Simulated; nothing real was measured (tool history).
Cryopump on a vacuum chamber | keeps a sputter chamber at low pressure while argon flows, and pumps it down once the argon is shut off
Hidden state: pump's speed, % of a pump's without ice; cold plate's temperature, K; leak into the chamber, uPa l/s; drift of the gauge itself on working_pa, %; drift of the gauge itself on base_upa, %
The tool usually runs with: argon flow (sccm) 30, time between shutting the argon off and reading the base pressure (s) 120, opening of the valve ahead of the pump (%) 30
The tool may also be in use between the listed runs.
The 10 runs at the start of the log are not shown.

run,hour,argon flow (sccm),time between shutting the argon off and reading the base pressure (s),opening of the valve ahead of the pump (%),hours of work since the pump was warmed up and emptied,hours of work since the cold head was overhauled,hours of work since the chamber's fittings were tightened,pressure while argon flows (Pa),pressure after the wait (uPa)
11,358.8,16,120,30,179,614,3260,0.0673,1.52
12,391.2,16,120,30,208,643,3289,0.0679,1.51
13,416.8,30,187,30,230,666,3312,0.1295,1.36
14,450.3,30,60,30,260,696,3341,0.1300,2.07
15,480.3,30,120,30,287,722,3368,0.1321,1.61
16,511.0,30,120,30,314,749,3395,0.1317,1.65
17,540.3,30,120,20,340,775,3421,0.1929,1.69
18,580.8,12,120,30,376,811,3457,0.0530,1.74
19,618.8,12,120,30,409,845,3491,0.0536,1.78
# hour 655.0: pump warmed up, emptied and cooled again
20,662.6,34,50,24,7,879,3525,0.1741,2.14
21,684.0,30,120,15,26,898,3544,0.2454,1.51
22,719.6,30,120,15,57,930,3576,0.2474,1.42
23,763.0,47,190,52,96,968,3614,0.1155,1.34
24,805.4,30,62,34,133,1006,3652,0.1113,2.07
25,839.0,30,62,34,163,1036,3682,0.1133,2.04
26,861.8,24,120,56,183,1056,3702,0.0563,1.65
27,904.2,16,55,28,221,1094,3740,0.0733,2.26
28,945.8,16,55,28,258,1131,3776,0.0729,2.23
29,970.9,43,120,30,280,1153,3799,0.1852,1.66
30,990.9,17,61,35,298,1171,3816,0.0637,2.15
# hour 1007.8: leaking fittings of the chamber tightened, without venting
31,1037.5,17,61,35,337,1210,26,0.0644,1.26
32,1084.2,17,61,44,379,1252,68,0.0537,1.36
33,1116.6,17,164,20,408,1280,96,0.1110,0.73

Consider 3 possible next runs. They are alternatives, not a sequence: every one starts from the tool as it was left by run 33. What does each give?
# hour 1153.6: pump warmed up, emptied and cooled again
A,1158.2,18,296,26,4,1313,129,?,?
# hour 1153.6: pump warmed up, emptied and cooled again
B,1158.2,30,120,16,4,1313,129,?,?
# hour 1153.6: pump warmed up, emptied and cooled again
C,1158.2,39,25,42,4,1313,129,?,?

run,pressure while argon flows (Pa),pressure after the wait (uPa)
A,0.0859,0.47
B,0.2313,0.79
C,0.1130,2.56
Had the tool no hidden state, the same runs would have come out as:
run,pressure while argon flows (Pa),pressure after the wait (uPa)
A,0.0855,0.40
B,0.2305,0.72
C,0.1120,2.49
